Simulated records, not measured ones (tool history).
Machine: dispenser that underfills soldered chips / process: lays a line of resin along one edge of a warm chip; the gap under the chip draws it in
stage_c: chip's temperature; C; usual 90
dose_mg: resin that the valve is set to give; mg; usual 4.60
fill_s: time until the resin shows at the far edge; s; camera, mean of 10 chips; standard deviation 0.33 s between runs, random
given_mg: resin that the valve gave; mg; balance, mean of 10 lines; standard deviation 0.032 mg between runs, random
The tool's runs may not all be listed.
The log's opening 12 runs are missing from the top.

run   hour  stage_c  dose_mg  fill_s  given_mg
 13   51.4       90     4.60    22.7      4.42
      53.0  -- new syringe of resin
 14   55.8       90     4.60    16.7      4.36
 15   58.5      101     4.60    13.9      4.36
      62.6  -- new syringe of resin
 16   63.7       89     4.60    15.5      4.36
 17   69.2       89     4.60    20.9      4.37
      72.2  -- new syringe of resin
 18   75.4       89     4.60    17.0      4.37
 19   78.4       89     4.60    20.8      4.27
      81.7  -- new syringe of resin
 20   83.1       90     5.39    15.2      5.06
 21   88.2       90     5.39    20.3      5.01
      91.2  -- new syringe of resin
 22   92.2       86     4.05    17.5      3.74
 23   95.7      101     5.80    13.2      5.41
     100.8  -- new syringe of resin
 24  101.2      101     5.80     9.9      5.37
 25  107.4       88     3.99    24.1      3.68
     110.2  -- new syringe of resin
 26  113.3       88     3.99    18.9      3.67
 27  118.3       93     4.60    20.7      4.25
     120.0  -- new syringe of resin
 28  121.9       88     5.51    17.3      5.08
 29  125.2      101     5.18    13.8      4.74
 30  128.3      101     5.18    15.8      4.78
     129.7  -- new syringe of resin
 31  132.4      101     5.18    12.0      4.73
 32  135.8      101     5.18    14.1      4.76
     139.0  -- new syringe of resin
 33  140.6       79     4.81    22.4      4.35
     144.1  -- dispensing valve cleaned and set on the balance
 34  147.5       79     4.81    30.8      4.80
     149.7  -- new syringe of resin
 35  153.6       98     4.60    13.9      4.61

Below are 4 alternative next runs, each starting from the tool's condition after run 35. Predict each:
  A  156.6       90     5.06       ?         ?
  B  156.6       90     5.33       ?         ?
  C  156.6       76     4.23       ?         ?
  D  156.6       90     5.47       ?         ?

run  fill_s  given_mg
  A    20.8      5.05
  B    20.4      5.34
  C    34.2      4.22
  D    20.8      5.45
Had the tool no hidden state, the same runs would have come out as:
run  fill_s  given_mg
  A    14.6      5.07
  B    14.2      5.37
  C    24.0      4.24
  D    14.5      5.48
